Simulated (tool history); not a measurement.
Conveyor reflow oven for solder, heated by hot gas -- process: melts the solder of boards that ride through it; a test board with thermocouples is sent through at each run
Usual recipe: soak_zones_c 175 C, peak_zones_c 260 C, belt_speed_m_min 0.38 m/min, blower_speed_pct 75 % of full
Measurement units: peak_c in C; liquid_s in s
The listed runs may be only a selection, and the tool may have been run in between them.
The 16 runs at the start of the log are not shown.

run	hour	soak_zones_c	peak_zones_c	belt_speed_m_min	blower_speed_pct	hours of work since the flux was cleaned out	hours of work since the belt drive was overhauled	hours of work since the thermocouples were changed	peak_c	liquid_s
17	148.5	188	252	0.455	52	225	312	146	226.1	29.3
18	157.5	188	252	0.455	59	229	316	150	229.4	38.1
19	164.7	188	259	0.433	67	232	319	154	238.7	61
20	172	175	255	0.387	75	235	323	157	238.8	63.8
21	182	175	258	0.38	75	239	327	161	241.7	69.2
22	193.5	162	260	0.38	74	245	332	166	240.4	61.7
23	198.9	162	260	0.38	74	247	334	169	240.4	62.8
24	205.6	162	260	0.38	64	250	337	172	236.5	54.1
25	214.8	175	258	0.373	56	254	341	176	235.8	57.5
26	225.4	175	261	0.33	87	259	346	180	249.7	97.1
27	234.2	175	261	0.33	87	262	350	184	250.4	97.6
28	242.7	175	261	0.33	87	266	354	188	250.4	96.8
# hour 250.3: flux residue cleaned out of gas plates and filters
29	259.7	170	253	0.38	69	4	359	193	236.1	57.7
30	269.7	187	253	0.323	84	9	363	197	245.4	103.4
31	277.5	165	260	0.459	75	12	367	201	235.8	44.7

Alternative continuations, all from the tool just after run 31; predict every row:
A	286.3	175	259	0.355	54	16	371	205	?	?
B	286.3	175	266	0.38	75	16	371	205	?	?
C	286.3	179	264	0.459	58	16	371	205	?	?
D	286.3	165	259	0.459	68	16	371	205	?	?

run	peak_c	liquid_s
A	238.5	68.4
B	249.1	80.8
C	235.4	46.6
D	231.9	37.5
Stripped of hidden state, with their random variation kept, the same runs would have yielded:
run	peak_c	liquid_s
A	239.2	69.1
B	249.9	81.1
C	236	47.2
D	232.5	38.3

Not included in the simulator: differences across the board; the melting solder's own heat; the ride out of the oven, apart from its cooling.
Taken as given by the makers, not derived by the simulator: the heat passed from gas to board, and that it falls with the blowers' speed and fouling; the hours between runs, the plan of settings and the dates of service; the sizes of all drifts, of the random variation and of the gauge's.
